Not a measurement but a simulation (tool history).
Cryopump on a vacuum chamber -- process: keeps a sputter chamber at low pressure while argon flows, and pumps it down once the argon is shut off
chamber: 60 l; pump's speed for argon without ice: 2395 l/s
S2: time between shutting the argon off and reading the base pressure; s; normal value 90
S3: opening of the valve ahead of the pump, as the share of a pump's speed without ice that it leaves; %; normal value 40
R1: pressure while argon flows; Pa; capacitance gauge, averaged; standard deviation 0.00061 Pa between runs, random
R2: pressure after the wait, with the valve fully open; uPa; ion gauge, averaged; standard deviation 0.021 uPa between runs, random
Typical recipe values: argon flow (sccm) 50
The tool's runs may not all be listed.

Run 1, hour 0.0: usual settings. Result: R1 0.1022 Pa, R2 1.05 uPa.
Run 2, hour 25.8: usual settings. Result: R1 0.1011 Pa, R2 1.05 uPa.
Run 3, hour 54.7: usual settings. Result: R1 0.1043 Pa, R2 1.11 uPa.
Run 4, hour 108.0: usual settings. Result: R1 0.1048 Pa, R2 1.14 uPa.
Run 5, hour 170.8: usual settings. Result: R1 0.0893 Pa, R2 0.91 uPa.
Run 6, hour 205.3: usual settings but argon flow (sccm) 53, S2 119 s. Result: R1 0.0947 Pa, R2 0.85 uPa.
Run 7, hour 240.4: usual settings but argon flow (sccm) 98, S2 119 s, S3 30 %. Result: R1 0.2339 Pa, R2 0.85 uPa.
Run 8, hour 271.4: usual settings but argon flow (sccm) 33, S2 41 s, S3 43 %. Result: R1 0.0545 Pa, R2 1.34 uPa.
Run 9, hour 332.3: usual settings but S2 100 s, S3 22 %. Result: R1 0.1634 Pa, R2 0.97 uPa.
Run 10, hour 393.5: usual settings but S2 100 s, S3 22 %. Result: R1 0.1638 Pa, R2 1.04 uPa.

Withheld: 1 entry from between the runs. Position of each, and hidden state at the listed run before versus the listed run after:
Runs 4 to 5: pump warmed up, emptied and cooled again (hour 168.3)
  pump's speed, % of a pump's without ice: 68.8 -> 99.3; cold plate's temperature, K: 12.45 -> 12.46; leak into the chamber, uPa l/s: 1347 -> 1404
  measured result minus the result with no hidden state, R1: +0.0164 -> +0.0006 Pa; R2: +0.71 -> +0.46 uPa
